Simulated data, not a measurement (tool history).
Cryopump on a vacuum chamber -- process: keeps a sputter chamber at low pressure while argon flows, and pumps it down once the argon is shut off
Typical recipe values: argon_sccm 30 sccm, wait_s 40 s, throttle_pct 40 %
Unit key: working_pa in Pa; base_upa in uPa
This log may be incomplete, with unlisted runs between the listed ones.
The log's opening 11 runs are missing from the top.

Run 12, hour 715.4: usual settings but wait_s 24 s. Result: working_pa 0.0602 Pa, base_upa 1.46 uPa.
Run 13, hour 759: usual settings but wait_s 24 s. Result: working_pa 0.0622 Pa, base_upa 1.51 uPa.
Run 14, hour 798.9: usual settings but wait_s 24 s. Result: working_pa 0.0612 Pa, base_upa 1.52 uPa.
Run 15, hour 846: usual settings. Result: working_pa 0.0627 Pa, base_upa 1.05 uPa.
At hour 858.9: pump warmed up, emptied and cooled again.
Run 16, hour 921.1: usual settings. Result: working_pa 0.0544 Pa, base_upa 0.95 uPa.
Run 17, hour 971.4: usual settings but throttle_pct 17 %. Result: working_pa 0.1251 Pa, base_upa 1.01 uPa.
Run 18, hour 1007.4: usual settings but throttle_pct 17 %. Result: working_pa 0.1272 Pa, base_upa 1 uPa.
Run 19, hour 1084.6: usual settings but argon_sccm 22 sccm. Result: working_pa 0.0406 Pa, base_upa 1 uPa.
Run 20, hour 1125.4: usual settings but wait_s 61 s. Result: working_pa 0.0547 Pa, base_upa 0.83 uPa.
Run 21, hour 1163.8: usual settings but argon_sccm 60 sccm, wait_s 46 s, throttle_pct 53 %. Result: working_pa 0.0848 Pa, base_upa 0.97 uPa.
Run 22, hour 1237.8: usual settings but argon_sccm 49 sccm, wait_s 168 s. Result: working_pa 0.0911 Pa, base_upa 0.55 uPa.
Run 23, hour 1322: usual settings but argon_sccm 19 sccm, wait_s 32 s. Result: working_pa 0.0367 Pa, base_upa 1.27 uPa.
Run 24, hour 1385.4: usual settings but argon_sccm 19 sccm, wait_s 32 s. Result: working_pa 0.036 Pa, base_upa 1.34 uPa.
Run 25, hour 1438.8: usual settings but throttle_pct 41 %. Result: working_pa 0.0565 Pa, base_upa 1.17 uPa.
Run 26, hour 1483.1: usual settings but wait_s 101 s, throttle_pct 36 %. Result: working_pa 0.0639 Pa, base_upa 0.8 uPa.
Run 27, hour 1548.6: usual settings but argon_sccm 40 sccm, wait_s 230 s, throttle_pct 55 %. Result: working_pa 0.0587 Pa, base_upa 0.64 uPa.
Run 28, hour 1603.8: usual settings but argon_sccm 13 sccm, wait_s 26 s, throttle_pct 29 %. Result: working_pa 0.0339 Pa, base_upa 1.63 uPa.
Run 29, hour 1685.3: usual settings but argon_sccm 13 sccm, wait_s 26 s, throttle_pct 29 %. Result: working_pa 0.0351 Pa, base_upa 1.7 uPa.
Run 30, hour 1757.3: usual settings but argon_sccm 17 sccm, wait_s 26 s, throttle_pct 29 %. Result: working_pa 0.0448 Pa, base_upa 1.67 uPa.
Run 31, hour 1798.1: usual settings but argon_sccm 17 sccm, wait_s 26 s, throttle_pct 29 %. Result: working_pa 0.046 Pa, base_upa 1.7 uPa.
Run 32, hour 1859.1: usual settings but argon_sccm 47 sccm, wait_s 49 s, throttle_pct 19 %. Result: working_pa 0.1894 Pa, base_upa 1.25 uPa.
Run 33, hour 1917.2: usual settings but argon_sccm 13 sccm, wait_s 134 s, throttle_pct 20 %. Result: working_pa 0.0508 Pa, base_upa 0.96 uPa.
At hour 1988.6: pump warmed up, emptied and cooled again.
Run 34, hour 2008.4: usual settings but argon_sccm 17 sccm, wait_s 150 s, throttle_pct 25 %. Result: working_pa 0.0491 Pa, base_upa 0.71 uPa.

Run 35 has not been measured yet. What should we expect?
Run 35, hour 2081.7: usual settings but argon_sccm 17 sccm, wait_s 20 s, throttle_pct 25 %. Result: working_pa ?, base_upa ?.

{"run 35": {"working_pa": 0.0485, "base_upa": 1.97}}
Without the tool's hidden state the same run would have given working_pa 0.0479 Pa, base_upa 1.49 uPa.

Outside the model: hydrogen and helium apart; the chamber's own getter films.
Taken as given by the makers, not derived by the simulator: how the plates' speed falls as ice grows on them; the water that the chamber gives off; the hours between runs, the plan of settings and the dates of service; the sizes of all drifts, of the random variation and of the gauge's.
